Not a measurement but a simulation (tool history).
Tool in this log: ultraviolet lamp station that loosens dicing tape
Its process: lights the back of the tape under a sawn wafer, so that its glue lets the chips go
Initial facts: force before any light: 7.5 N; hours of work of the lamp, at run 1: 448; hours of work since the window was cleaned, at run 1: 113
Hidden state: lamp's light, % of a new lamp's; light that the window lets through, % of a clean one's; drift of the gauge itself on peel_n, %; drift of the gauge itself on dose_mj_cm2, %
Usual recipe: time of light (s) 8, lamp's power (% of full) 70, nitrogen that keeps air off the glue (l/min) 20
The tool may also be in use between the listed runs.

run	hour	time of light (s)	lamp's power (% of full)	nitrogen that keeps air off the glue (l/min)	hours of work of the lamp	hours of work since the window was cleaned	force that peels the tape off (N)	light that reached the tape (J/m2)
1	0	8	70	20	448	113	1.212	2800
2	46	8	70	20	481	146	1.238	2790
3	74.7	8	70	13	502	167	1.446	2670
4	113.3	11	70	13	530	195	0.847	3650
5	157.5	8	70	26	562	227	1.279	2560
6	203.9	8	70	26	596	261	1.373	2490
7	262.9	8	70	26	638	304	1.466	2360
8	294.4	13	90	26	661	327	0.366	4870
9	340.6	13	90	26	695	360	0.386	4720
# hour 362.2: window cleaned of glue's vapour
10	408.6	8	70	33	744	34	1.279	2510
11	446.5	6	70	33	771	61	1.966	1820
12	505.3	6	70	33	814	104	2.065	1740
# hour 534.3: lamp changed
13	571.6	6	94	14	27	151	1.048	3230

Each row is a separate what-if for the run after 13, all from the same tool condition, not one after another. Results?
A	640.2	5	72	12	77	201	?	?
B	640.2	14	73	13	77	201	?	?
C	640.2	8	69	20	77	201	?	?
D	640.2	14	85	17	77	201	?	?

run	force that peels the tape off (N)	light that reached the tape (J/m2)
A	2.199	2040
B	0.345	5710
C	0.989	3100
D	0.243	6700
Had the tool no hidden state, the same runs would have come out as:
run	force that peels the tape off (N)	light that reached the tape (J/m2)
A	1.885	2300
B	0.272	6460
C	0.779	3510
D	0.206	7580
